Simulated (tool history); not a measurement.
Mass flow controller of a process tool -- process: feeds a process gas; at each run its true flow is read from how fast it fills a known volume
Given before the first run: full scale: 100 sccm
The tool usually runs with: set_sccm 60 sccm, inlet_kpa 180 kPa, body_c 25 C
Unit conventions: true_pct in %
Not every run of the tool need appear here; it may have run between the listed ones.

{"run": 1, "hour": 0.0, "set_sccm": 60, "inlet_kpa": 180, "body_c": 25, "true_pct": 96.28}
{"run": 2, "hour": 180.3, "set_sccm": 60, "inlet_kpa": 180, "body_c": 25, "true_pct": 96.16}
{"run": 3, "hour": 427.8, "set_sccm": 60, "inlet_kpa": 180, "body_c": 25, "true_pct": 96.12}
{"run": 4, "hour": 615.6, "set_sccm": 60, "inlet_kpa": 180, "body_c": 25, "true_pct": 96.03}
{"run": 5, "hour": 882.3, "set_sccm": 60, "inlet_kpa": 180, "body_c": 25, "true_pct": 95.86}
{"run": 6, "hour": 1027.1, "set_sccm": 59, "inlet_kpa": 180, "body_c": 25, "true_pct": 95.82}
{"run": 7, "hour": 1323.3, "set_sccm": 43, "inlet_kpa": 180, "body_c": 25, "true_pct": 94.8}
{"run": 8, "hour": 1515.7, "set_sccm": 43, "inlet_kpa": 180, "body_c": 25, "true_pct": 94.67}
{"run": 9, "hour": 1831.0, "set_sccm": 43, "inlet_kpa": 180, "body_c": 25, "true_pct": 94.41}
{"run": 10, "hour": 2033.7, "set_sccm": 45, "inlet_kpa": 180, "body_c": 25, "true_pct": 94.44}
{"run": 11, "hour": 2290.2, "set_sccm": 45, "inlet_kpa": 180, "body_c": 25, "true_pct": 94.39}
{"run": 12, "hour": 2523.8, "set_sccm": 45, "inlet_kpa": 180, "body_c": 25, "true_pct": 94.04}
{"run": 13, "hour": 2768.6, "set_sccm": 45, "inlet_kpa": 180, "body_c": 25, "true_pct": 94.1}
{"run": 14, "hour": 2952.6, "set_sccm": 45, "inlet_kpa": 180, "body_c": 25, "true_pct": 93.86}
{"run": 15, "hour": 3095.4, "set_sccm": 45, "inlet_kpa": 180, "body_c": 25, "true_pct": 93.87}
{"run": 16, "hour": 3424.8, "set_sccm": 60, "inlet_kpa": 180, "body_c": 24, "true_pct": 94.53}
{"run": 17, "hour": 3612.0, "set_sccm": 60, "inlet_kpa": 180, "body_c": 25, "true_pct": 94.39}
{"run": 18, "hour": 3913.5, "set_sccm": 60, "inlet_kpa": 180, "body_c": 25, "true_pct": 94.26}
{"run": 19, "hour": 4115.7, "set_sccm": 60, "inlet_kpa": 180, "body_c": 25, "true_pct": 94.12}
{"run": 20, "hour": 4296.3, "set_sccm": 60, "inlet_kpa": 180, "body_c": 25, "true_pct": 94.06}
{"run": 21, "hour": 4479.8, "set_sccm": 64, "inlet_kpa": 180, "body_c": 25, "true_pct": 94.08}
{"run": 22, "hour": 4701.4, "set_sccm": 60, "inlet_kpa": 180, "body_c": 25, "true_pct": 93.82}
{"hour": 4721.9, "done": "controller's zero set anew"}
{"run": 23, "hour": 5022.9, "set_sccm": 60, "inlet_kpa": 180, "body_c": 25, "true_pct": 96.01}
{"run": 24, "hour": 5371.6, "set_sccm": 60, "inlet_kpa": 194, "body_c": 25, "true_pct": 95.98}
{"run": 25, "hour": 5670.8, "set_sccm": 60, "inlet_kpa": 194, "body_c": 25, "true_pct": 95.69}
{"run": 26, "hour": 5847.5, "set_sccm": 60, "inlet_kpa": 194, "body_c": 25, "true_pct": 95.63}
{"run": 27, "hour": 6011.1, "set_sccm": 69, "inlet_kpa": 180, "body_c": 23, "true_pct": 95.68}
{"run": 28, "hour": 6303.8, "set_sccm": 60, "inlet_kpa": 155, "body_c": 25, "true_pct": 95.03}
{"run": 29, "hour": 6531.4, "set_sccm": 60, "inlet_kpa": 155, "body_c": 25, "true_pct": 94.92}
{"run": 30, "hour": 6814.3, "set_sccm": 92, "inlet_kpa": 155, "body_c": 27, "true_pct": 95.57}
{"run": 31, "hour": 7158.9, "set_sccm": 67, "inlet_kpa": 231, "body_c": 25, "true_pct": 95.28}
{"run": 32, "hour": 7393.1, "set_sccm": 60, "inlet_kpa": 144, "body_c": 25, "true_pct": 94.43}
{"run": 33, "hour": 7553.3, "set_sccm": 65, "inlet_kpa": 205, "body_c": 28, "true_pct": 94.68}
{"run": 34, "hour": 7711.0, "set_sccm": 60, "inlet_kpa": 154, "body_c": 30, "true_pct": 94.12}
{"hour": 7949.2, "done": "controller exchanged for a calibrated one"}
{"run": 35, "hour": 8033.7, "set_sccm": 60, "inlet_kpa": 166, "body_c": 27, "true_pct": 99.08}
{"run": 36, "hour": 8281.9, "set_sccm": 60, "inlet_kpa": 166, "body_c": 27, "true_pct": 98.7}
{"run": 37, "hour": 8479.0, "set_sccm": 16, "inlet_kpa": 180, "body_c": 38, "true_pct": 96.97}
{"run": 38, "hour": 8722.5, "set_sccm": 16, "inlet_kpa": 180, "body_c": 38, "true_pct": 96.71}
{"run": 39, "hour": 8960.7, "set_sccm": 17, "inlet_kpa": 219, "body_c": 38, "true_pct": 96.66}
{"run": 40, "hour": 9250.2, "set_sccm": 17, "inlet_kpa": 219, "body_c": 38, "true_pct": 96.28}
{"run": 41, "hour": 9554.8, "set_sccm": 41, "inlet_kpa": 180, "body_c": 25, "true_pct": 97.77}
{"run": 42, "hour": 9882.7, "set_sccm": 42, "inlet_kpa": 180, "body_c": 25, "true_pct": 97.47}
{"run": 43, "hour": 10047.3, "set_sccm": 42, "inlet_kpa": 265, "body_c": 21, "true_pct": 98.12}
{"run": 44, "hour": 10280.7, "set_sccm": 30, "inlet_kpa": 180, "body_c": 26, "true_pct": 96.61}
{"run": 45, "hour": 10521.8, "set_sccm": 16, "inlet_kpa": 180, "body_c": 25, "true_pct": 95.19}
{"run": 46, "hour": 10818.8, "set_sccm": 33, "inlet_kpa": 185, "body_c": 34, "true_pct": 96.22}
{"run": 47, "hour": 10962.0, "set_sccm": 33, "inlet_kpa": 221, "body_c": 34, "true_pct": 96.25}
{"run": 48, "hour": 11122.0, "set_sccm": 31, "inlet_kpa": 236, "body_c": 23, "true_pct": 96.49}
{"run": 49, "hour": 11387.5, "set_sccm": 27, "inlet_kpa": 184, "body_c": 29, "true_pct": 95.55}

Alternative continuations, all from the tool just after run 49; predict every row:
{"run": "A", "hour": 11567.5, "set_sccm": 31, "inlet_kpa": 250, "body_c": 33, "true_pct": "?"}
{"run": "B", "hour": 11567.5, "set_sccm": 12, "inlet_kpa": 197, "body_c": 23, "true_pct": "?"}
{"run": "C", "hour": 11567.5, "set_sccm": 27, "inlet_kpa": 256, "body_c": 29, "true_pct": "?"}

run=A true_pct=96.00
run=B true_pct=92.98
run=C true_pct=95.85
Stripped of hidden state, with their random variation kept, the same runs would have yielded:
run=A true_pct=98.69
run=B true_pct=98.38
run=C true_pct=98.79
